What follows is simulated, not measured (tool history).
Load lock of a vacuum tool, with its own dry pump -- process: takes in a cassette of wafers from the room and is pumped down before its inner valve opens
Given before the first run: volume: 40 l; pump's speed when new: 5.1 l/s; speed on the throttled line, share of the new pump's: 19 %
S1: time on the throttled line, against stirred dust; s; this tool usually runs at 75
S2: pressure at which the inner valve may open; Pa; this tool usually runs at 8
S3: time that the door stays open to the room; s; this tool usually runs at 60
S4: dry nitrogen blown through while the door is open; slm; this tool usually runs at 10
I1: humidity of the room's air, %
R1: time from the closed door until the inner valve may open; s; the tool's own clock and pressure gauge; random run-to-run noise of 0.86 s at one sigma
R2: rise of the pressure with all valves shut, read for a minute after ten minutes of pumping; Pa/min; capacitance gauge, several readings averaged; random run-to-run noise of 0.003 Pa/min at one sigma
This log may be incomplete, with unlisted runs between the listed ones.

run	day	S1	S2	S3	S4	I1	R1	R2
1	0	75	8	60	10	44.9	134.4	0.036
2	3.283	75	8	217	10	43.4	134.2	0.075
3	6.883	75	8	217	10	46.2	135.1	0.083
4	9.825	75	8	217	10	46.2	133.7	0.079
5	11.967	75	8	217	10	44	135.8	0.085
6	13.746	75	8	217	10	48.6	135.1	0.086
7	15.367	75	8	60	10	46.2	135.1	0.037
8	18.3	75	8	60	10	44.7	134.1	0.031
9	21.096	75	8	60	10	44.2	134.1	0.032
10	23.838	75	8	60	10	46.5	134.4	0.03
11	27.312	75	8	60	10	42.7	135.8	0.036
12	30.5	75	8	60	10	43.5	136.2	0.027
13	33.762	75	13	60	10	44.6	129.1	0.028
14	36.079	75	13	60	10	41.3	130	0.029
15	39.383	75	8	60	10	45.9	134.6	0.032
16	41.875	75	8	60	10	43.8	135.6	0.034
17	44.833	75	8	60	10	43.6	136	0.031
18	48.446	75	8	60	10	46.6	135.4	0.036
19	49.95	75	8	60	10	46.5	135.3	0.034
20	53.333	112	8	104	22	42.3	163.8	0.033
21	56.296	134	8	207	10	43.6	183.2	0.075
22	58.542	131	7	28	20	44.9	181.7	0.014
23	62.204	131	7	28	20	42.4	181	0.017
24	64.638	58	6	60	10	43.1	123.9	0.037
25	67.962	58	6	60	10	45.7	123.3	0.034
26	70.571	58	6	60	10	46.5	124.2	0.038
27	73.246	75	8	104	25	45.1	134	0.039
28	76.229	75	8	104	25	44.5	134	0.03
29	78.162	122	8	128	25	43.7	170.9	0.031
30	81.662	122	13	60	13	46.1	170.5	0.035
31	83.983	122	13	60	13	44.5	169	0.033
32	87.425	40	13	36	10	45.4	103.5	0.025
33	90.333	75	14	25	11	44.9	132.4	0.019
34	92.517	80	8	60	16	45.5	138.4	0.029
35	94.062	75	7	60	13	45.5	137	0.037
36	96.142	75	8	38	38	44.2	135.5	0.011
37	99.442	105	9	88	24	46.5	160.5	0.032

Alternative continuations, all from the tool just after run 37; predict every row:
A	101.875	105	9	126	24	44	?	?
B	101.875	79	10	60	6	41.6	?	?
C	101.875	102	9	160	11	44.8	?	?

run	R1	R2
A	158.6	0.035
B	136.1	0.036
C	155.6	0.062
Take away the tool's hidden state, keep each run's random variation, and the runs would have read:
run	R1	R2
A	158.5	0.035
B	136	0.035
C	155.6	0.062
